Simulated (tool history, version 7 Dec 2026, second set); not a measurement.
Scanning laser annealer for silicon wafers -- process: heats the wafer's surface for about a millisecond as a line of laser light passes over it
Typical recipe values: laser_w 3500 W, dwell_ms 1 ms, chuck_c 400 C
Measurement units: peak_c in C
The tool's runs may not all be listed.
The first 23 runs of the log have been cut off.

run    hour  laser_w  dwell_ms  chuck_c  hours of work since the window was cleaned  hours of work since the power meter was calibrated  hours of work since the optics were aligned  peak_c
 24   809.5     3359      0.86      365                                          99                                                1110                                          587    1028
 25   840.5     3359      0.86      365                                         123                                                1134                                          611    1030
 26   887.4     3359      0.86      365                                         160                                                1171                                          647    1025
 27   918.9     3359      0.84      387                                         184                                                1195                                          672    1041
 28   952.8     3470      1.09      400                                         211                                                1222                                          698    1181
 29   976.4     3500      0.82      400                                         229                                                1240                                          717    1076
 30   999.8     3627      0.82      362                                         247                                                1258                                          735    1060
 31  1022.2     3457      0.82      428                                         265                                                1276                                          752    1089
 32  1050.8     3500      0.82      418                                         287                                                1298                                          775    1091
 33  1089.8     3500      0.82      418                                         317                                                1329                                          805    1087
 34  1120.4     3743         1      400                                         341                                                1352                                          829    1200
 35  1163.1     3743         1      400                                         375                                                1386                                          862    1202
 36  1188.1     3743         1      400                                         394                                                1405                                          882    1203
 37  1225.7     3475      0.77      397                                         423                                                1435                                          911    1036
 38  1268.4     3475      0.77      397                                         457                                                1468                                          944    1037
 39  1289.3     3475      0.77      397                                         473                                                1484                                          961    1033

Forecast each of these 3 alternatives for the next run:
  A  1335.3     3785      1.25      374                                         509                                                1520                                          996       ?
  B  1335.3     3476      0.83      397                                         509                                                1520                                          996       ?
  C  1335.3     3558      1.16      376                                         509                                                1520                                          996       ?

run  peak_c
  A    1287
  B    1062
  C    1193
Stripped of hidden state, with their random variation kept, the same runs would have yielded:
run  peak_c
  A    1307
  B    1077
  C    1212
